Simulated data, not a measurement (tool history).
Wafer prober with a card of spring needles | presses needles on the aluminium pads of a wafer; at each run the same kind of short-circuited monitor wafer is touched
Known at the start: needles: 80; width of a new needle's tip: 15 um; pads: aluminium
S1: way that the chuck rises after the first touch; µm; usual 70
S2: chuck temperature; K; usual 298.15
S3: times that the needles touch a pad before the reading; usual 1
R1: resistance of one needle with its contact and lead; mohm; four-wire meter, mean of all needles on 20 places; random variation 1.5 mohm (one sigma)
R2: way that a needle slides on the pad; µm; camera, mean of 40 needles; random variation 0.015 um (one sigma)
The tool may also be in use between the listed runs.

run	hour	S1	S2	S3	R1	R2
1	0.0	70	298.15	1	157	8.73
# hour 3.7: tips cleaned on abrasive film
2	13.4	59	298.15	1	157	7.34
# hour 21.6: tips cleaned on abrasive film
3	38.3	59	298.15	1	162	7.34
# hour 40.8: tips cleaned on abrasive film
4	51.4	52	298.15	1	164	6.49
# hour 58.0: tips cleaned on abrasive film
5	71.8	52	298.15	1	164	6.45
# hour 77.1: tips cleaned on abrasive film
6	93.6	70	298.15	1	156	8.70
# hour 95.7: tips cleaned on abrasive film
7	111.2	70	298.15	1	159	8.69
# hour 112.8: tips cleaned on abrasive film
# hour 129.9: tips cleaned on abrasive film
8	134.2	70	298.15	1	150	8.69
# hour 148.2: tips cleaned on abrasive film
9	154.3	70	298.15	1	152	8.65
# hour 165.6: tips cleaned on abrasive film
10	168.2	70	298.15	1	147	8.66
# hour 183.5: tips cleaned on abrasive film
11	193.6	70	298.15	1	156	8.66
# hour 201.4: tips cleaned on abrasive film
# hour 218.8: tips cleaned on abrasive film
12	219.9	70	298.15	1	145	8.65
# hour 236.3: tips cleaned on abrasive film
13	238.4	70	305.15	1	151	8.61
# hour 253.5: tips cleaned on abrasive film
14	262.4	70	305.15	1	156	8.62
# hour 271.4: tips cleaned on abrasive film
15	277.9	70	298.15	3	148	8.63
# hour 288.9: tips cleaned on abrasive film
16	302.8	70	396.15	1	170	8.61
# hour 306.2: tips cleaned on abrasive film
17	321.2	70	396.15	1	173	8.63
# hour 323.4: tips cleaned on abrasive film
18	338.9	70	298.15	3	152	8.61
# hour 340.4: tips cleaned on abrasive film
# hour 358.1: tips cleaned on abrasive film
19	358.1	70	298.15	3	143	8.61
20	368.6	70	298.15	3	150	8.60
# hour 375.6: tips cleaned on abrasive film
21	381.5	70	298.15	3	145	8.59
# hour 392.9: tips cleaned on abrasive film
22	400.0	70	298.15	3	147	8.56
# hour 410.4: tips cleaned on abrasive film
23	417.4	70	307.15	2	153	8.56
# hour 429.0: tips cleaned on abrasive film
24	439.0	70	307.15	2	153	8.58

The same runs without the tool's hidden state, with the same run-to-run variation:
The hidden state here: debris on the tips, nm; way that the needles fall short of the set height, um; tips' diameter, um; drift of the gauge itself on contact_mohm, %; drift of the gauge itself on scrub_um, %.
run	R1	R2
1	145	8.73
2	145	7.35
3	144	7.36
4	146	6.51
5	144	6.47
6	142	8.73
7	144	8.73
8	145	8.74
9	144	8.71
10	143	8.72
11	146	8.73
12	143	8.74
13	146	8.70
14	146	8.71
15	145	8.73
16	159	8.71
17	161	8.74
18	146	8.73
19	143	8.74
20	145	8.73
21	142	8.72
22	143	8.70
23	148	8.71
24	146	8.73

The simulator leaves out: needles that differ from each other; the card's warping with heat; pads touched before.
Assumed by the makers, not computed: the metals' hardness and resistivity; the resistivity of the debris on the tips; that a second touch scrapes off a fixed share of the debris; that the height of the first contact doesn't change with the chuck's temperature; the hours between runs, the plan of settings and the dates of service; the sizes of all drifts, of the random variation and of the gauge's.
